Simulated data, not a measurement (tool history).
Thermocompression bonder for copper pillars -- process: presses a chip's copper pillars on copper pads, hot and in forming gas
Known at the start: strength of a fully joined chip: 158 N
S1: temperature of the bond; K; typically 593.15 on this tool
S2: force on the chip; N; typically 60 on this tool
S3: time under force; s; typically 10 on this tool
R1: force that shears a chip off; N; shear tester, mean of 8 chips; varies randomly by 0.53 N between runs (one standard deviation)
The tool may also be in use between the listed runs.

run	hour	S1	S2	S3	R1
1	0	593.15	60	10	75.1
2	29.8	593.15	60	10	74.9
3	72.4	573.15	60	10	62.7
4	115.7	593.15	60	10	71.8
5	153.2	593.15	60	10	72.6
6	188.9	593.15	60	10	71.1
7	207.5	593.15	60	10	71.4
8	238.9	593.15	60	10	71.1
9	265.3	593.15	60	10	69.6
# hour 305.1: forming gas filter changed
10	307.5	593.15	60	10	79
# hour 311.6: heater calibrated with a thermocouple chip
11	336.9	600.15	64	6	69.9
12	360.3	619.15	64	20	112.2
13	379.5	582.15	64	9	69.4
14	408.4	602.15	61	20	101
15	427.4	602.15	61	20	100.4
16	460.8	602.15	61	20	99
17	479	593.15	60	12	79.2
# hour 513.2: heater calibrated with a thermocouple chip, once more
18	513.9	593.15	60	12	83.5
19	540.2	580.15	55	20	84.3
20	583.5	570.15	60	18	79

4 options for the next run, each taken on its own from the tool as it stands now. Forecast them:
A	611.3	570.15	74	8	?
B	611.3	619.15	60	18	?
C	611.3	606.15	60	18	?
D	611.3	593.15	39	9	?

run	R1
A	66.6
B	106.2
C	98.1
D	59.1
The same runs, with their run-to-run variation unchanged, on a tool lacking any hidden condition would have given:
run	R1
A	68.8
B	111.3
C	102.5
D	61
